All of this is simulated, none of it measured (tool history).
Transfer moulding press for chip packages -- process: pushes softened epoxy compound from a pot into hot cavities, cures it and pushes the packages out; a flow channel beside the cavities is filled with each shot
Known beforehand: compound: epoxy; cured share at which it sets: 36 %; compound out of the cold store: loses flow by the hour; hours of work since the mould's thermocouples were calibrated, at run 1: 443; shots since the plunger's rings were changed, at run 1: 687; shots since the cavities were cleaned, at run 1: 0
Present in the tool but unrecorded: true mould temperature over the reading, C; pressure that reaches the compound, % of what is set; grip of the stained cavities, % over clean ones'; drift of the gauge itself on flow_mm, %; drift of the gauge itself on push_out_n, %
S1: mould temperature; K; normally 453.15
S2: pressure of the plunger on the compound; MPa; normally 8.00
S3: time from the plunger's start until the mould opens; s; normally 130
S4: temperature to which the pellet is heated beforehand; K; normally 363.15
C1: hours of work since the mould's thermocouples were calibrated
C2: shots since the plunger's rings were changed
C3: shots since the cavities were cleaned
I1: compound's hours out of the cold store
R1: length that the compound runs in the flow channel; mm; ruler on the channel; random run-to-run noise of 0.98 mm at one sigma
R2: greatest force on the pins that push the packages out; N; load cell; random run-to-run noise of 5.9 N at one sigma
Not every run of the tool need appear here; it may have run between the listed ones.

run	hour	S1	S2	S3	S4	C1	C2	C3	I1	R1	R2
1	0.0	453.15	8.00	130	363.15	443	687	0	32.6	613.2	216
2	36.3	447.15	8.00	130	363.15	465	1001	314	45.0	604.2	388
# hour 79.0: cavities cleaned with cleaning compound and waxed
3	106.0	447.15	8.00	130	363.15	505	1591	233	41.0	607.8	374
4	147.4	447.15	8.00	130	363.15	530	1950	592	18.0	646.6	450
# hour 158.6: cavities cleaned with cleaning compound and waxed
5	229.7	453.15	8.00	130	358.15	578	2648	615	37.5	595.1	371
# hour 239.0: cavities cleaned with cleaning compound and waxed
# hour 255.5: plunger's sealing rings changed
6	286.5	453.15	8.00	121	358.15	609	268	389	41.5	601.1	363
# hour 324.5: cavities cleaned with cleaning compound and waxed
7	325.6	453.15	8.00	121	358.15	632	594	10	41.9	596.1	223
8	388.1	456.15	7.89	160	365.15	669	1134	550	47.7	576.2	343
# hour 405.5: cavities cleaned with cleaning compound and waxed
9	435.0	456.15	7.89	160	365.15	696	1526	254	21.3	617.0	299
# hour 487.5: cavities cleaned with cleaning compound and waxed
10	490.7	456.15	7.89	160	365.15	728	1996	28	38.9	584.3	221
11	560.2	456.15	7.89	160	365.15	769	2596	628	47.3	569.8	345
# hour 569.9: mould's thermocouples calibrated
# hour 571.4: cavities cleaned with cleaning compound and waxed
# hour 595.0: plunger's sealing rings changed
12	600.6	453.15	7.62	130	356.15	16	49	231	45.6	583.0	333
# hour 653.4: cavities cleaned with cleaning compound and waxed
13	658.9	460.15	6.08	156	365.15	50	540	47	14.4	553.0	221
14	724.5	460.15	6.08	156	365.15	89	1107	614	30.1	526.6	337

How would selected steps in R1 from run to run divide? Give the signed amount a tool lacking its hidden state would still show from settings, what came in and random variation, and the signed amount left for the hidden state, including any gauge scatter that is not in both of the compared results.
Run 4 -> 5: S1 447.15 -> 453.15, S4 363.15 -> 358.15, cavities cleaned with cleaning compound and waxed. R1 -51.5 mm: hidden state -2.9, all else -48.6.
Run 11 -> 12: S1 456.15 -> 453.15, S2 7.89 -> 7.62, S3 160 -> 130, S4 365.15 -> 356.15, mould's thermocouples calibrated, cavities cleaned with cleaning compound and waxed, plunger's sealing rings changed. R1 +13.2 mm: hidden state +15.7, all else -2.5.
